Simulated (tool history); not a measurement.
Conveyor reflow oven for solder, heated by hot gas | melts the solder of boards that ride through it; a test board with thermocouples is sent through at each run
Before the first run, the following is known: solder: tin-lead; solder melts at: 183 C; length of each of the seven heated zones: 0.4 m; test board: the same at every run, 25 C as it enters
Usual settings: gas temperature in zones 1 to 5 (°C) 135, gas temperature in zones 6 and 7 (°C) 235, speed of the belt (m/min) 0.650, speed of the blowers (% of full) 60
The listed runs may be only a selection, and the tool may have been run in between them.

run   hour  gas temperature in zones 1 to 5 (°C)  gas temperature in zones 6 and 7 (°C)  speed of the belt (m/min)  speed of the blowers (% of full)  highest temperature of the board (°C)  time above the solder's melting point (s)
  1    0.0                                   135                                    235                      0.650                                60                                  216.4                                       53.8
  2    9.1                                   135                                    235                      0.650                                60                                  216.4                                       54.0
  3   15.5                                   135                                    235                      0.650                                60                                  216.5                                       53.7
  4   24.2                                   141                                    235                      0.650                                60                                  217.8                                       56.7
  5   32.0                                   141                                    235                      0.650                                60                                  217.7                                       56.8
  6   39.4                                   141                                    235                      0.650                                60                                  217.7                                       56.8
  7   46.1                                   141                                    235                      0.587                                60                                  220.7                                       66.0
  8   58.0                                   135                                    238                      0.650                                60                                  219.3                                       55.8
  9   66.7                                   135                                    238                      0.650                                60                                  219.1                                       55.7
 10   78.7                                   135                                    238                      0.650                                60                                  219.1                                       55.5
 11   84.9                                   135                                    235                      0.616                                60                                  218.2                                       58.5
 12   97.5                                   135                                    235                      0.616                                60                                  218.2                                       58.6
 13  103.6                                   135                                    235                      0.616                                60                                  218.4                                       58.3
 14  116.0                                   135                                    235                      0.616                                60                                  217.7                                       58.3
 15  123.0                                   135                                    235                      0.528                                60                                  222.9                                       73.1
 16  129.1                                   135                                    235                      0.650                                60                                  216.4                                       53.4
 17  136.4                                   145                                    235                      0.650                                60                                  218.1                                       58.8
 18  148.4                                   134                                    242                      0.650                                60                                  222.1                                       57.4
 19  155.6                                   134                                    242                      0.650                                60                                  222.3                                       57.5
 20  165.0                                   134                                    242                      0.647                                56                                  220.9                                       56.6
 21  172.2                                   146                                    242                      0.647                                56                                  223.2                                       62.6
 22  181.0                                   145                                    242                      0.647                                71                                  227.4                                       65.0
 23  189.6                                   145                                    242                      0.657                                71                                  226.9                                       63.8
 24  197.6                                   145                                    242                      0.657                                71                                  227.0                                       63.7
 25  207.3                                   121                                    242                      0.657                                72                                  223.3                                       54.1
 26  215.7                                   125                                    242                      0.657                                55                                  218.0                                       50.6
 27  226.3                                   131                                    237                      0.612                                80                                  224.6                                       62.9
 28  237.8                                   131                                    235                      0.552                                81                                  225.4                                       71.2
 29  247.0                                   136                                    243                      0.737                                57                                  216.9                                       47.1
 30  256.4                                   144                                    243                      0.737                                82                                  226.6                                       56.2
 31  263.2                                   145                                    224                      0.776                                60                                  202.9                                       35.7
 32  273.3                                   145                                    229                      0.609                                60                                  214.7                                       60.1

Below, some changes in highest temperature of the board (°C) between adjacent runs. For each, the amount present without the hidden state too (settings, incoming material, random variation) and the amount remaining for the hidden state with gauge scatter not shared by both compared results:
Unlogged tool condition in this case: heat that the gas passes to the board, % of a clean oven's; belt's true speed, % of the reading; true gas temperature in zones 6 and 7 over the reading, C; drift of the gauge itself on peak_c, C; drift of the gauge itself on liquid_s, %.
Run 24 -> 25: gas temperature in zones 1 to 5 (°C) 145 -> 121, speed of the blowers (% of full) 71 -> 72. highest temperature of the board (°C) -3.7: hidden state -0.2, all else -3.5.
Run 28 -> 29: gas temperature in zones 1 to 5 (°C) 131 -> 136, gas temperature in zones 6 and 7 (°C) 235 -> 243, speed of the belt (m/min) 0.552 -> 0.737, speed of the blowers (% of full) 81 -> 57. highest temperature of the board (°C) -8.5: hidden state -0.2, all else -8.3.
Run 29 -> 30: gas temperature in zones 1 to 5 (°C) 136 -> 144, speed of the blowers (% of full) 57 -> 82. highest temperature of the board (°C) +9.7: hidden state -0.1, all else +9.8.
Run 30 -> 31: gas temperature in zones 1 to 5 (°C) 144 -> 145, gas temperature in zones 6 and 7 (°C) 243 -> 224, speed of the belt (m/min) 0.737 -> 0.776, speed of the blowers (% of full) 82 -> 60. highest temperature of the board (°C) -23.7: hidden state +0.2, all else -23.9.
Run 31 -> 32: gas temperature in zones 6 and 7 (°C) 224 -> 229, speed of the belt (m/min) 0.776 -> 0.609. highest temperature of the board (°C) +11.8: hidden state +0.1, all else +11.7.
